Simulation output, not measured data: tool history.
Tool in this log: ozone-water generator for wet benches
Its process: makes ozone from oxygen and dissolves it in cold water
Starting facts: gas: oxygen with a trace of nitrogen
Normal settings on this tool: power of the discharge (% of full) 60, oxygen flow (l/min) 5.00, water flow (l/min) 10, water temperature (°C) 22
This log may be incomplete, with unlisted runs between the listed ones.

run	day	power of the discharge (% of full)	oxygen flow (l/min)	water flow (l/min)	water temperature (°C)	dissolved ozone (ppm)	ozone in the gas ahead of the water (g/m3)
1	0.000	60	5.00	10	22	37.4	259.0
2	3.629	60	5.00	10	22	37.2	259.3
3	8.517	60	5.00	10	22	38.0	258.6
4	13.875	60	7.55	10	22	33.9	206.1
5	18.454	60	5.00	10	16	42.6	260.2
6	21.521	60	5.00	10	16	42.1	257.6
7	25.742	60	3.92	10	16	43.3	298.1
8	29.604	60	3.92	10	16	44.1	301.9
9	33.300	60	3.92	10	16	43.6	299.3
10	36.033	60	3.92	10	16	43.4	300.3
11	41.429	60	3.92	10	16	43.8	301.0
12	45.100	60	5.00	6	22	47.1	261.6
# day 47.217: water thermometer calibrated
13	47.829	60	5.00	6	22	47.3	265.9
14	51.408	60	5.00	9	22	39.7	260.6
15	56.925	54	5.09	12	27	28.8	244.7
16	61.942	60	7.83	10	22	33.7	204.2
17	64.871	46	4.00	9	22	36.6	261.4
18	67.271	58	5.00	10	18	39.8	258.3
19	71.062	58	5.00	10	18	40.5	258.0
# day 72.904: gauge calibrated
20	75.079	60	5.00	6	22	47.6	257.3
21	77.792	60	5.00	6	22	47.9	259.5
22	82.588	92	5.00	12	27	38.6	322.9
23	87.333	65	5.00	12	24	33.8	268.5
24	90.192	60	3.35	10	17	43.4	325.1
25	94.471	41	2.66	10	16	36.6	304.2

Consider 4 possible next runs. They are alternatives, not a sequence: every one starts from the tool as it was left by run 25. What does each give?
A	96.721	60	5.00	10	25	?	?
B	96.721	59	2.63	10	22	?	?
C	96.721	81	5.00	8	21	?	?
D	96.721	88	2.66	10	16	?	?

run	dissolved ozone (ppm)	ozone in the gas ahead of the water (g/m3)
A	35.6	261.8
B	40.6	370.2
C	50.0	307.8
D	54.3	451.8
With the hidden condition removed and each run's random variation left untouched, the same runs would have given:
run	dissolved ozone (ppm)	ozone in the gas ahead of the water (g/m3)
A	35.7	259.6
B	40.6	367.1
C	50.1	305.2
D	54.4	448.1
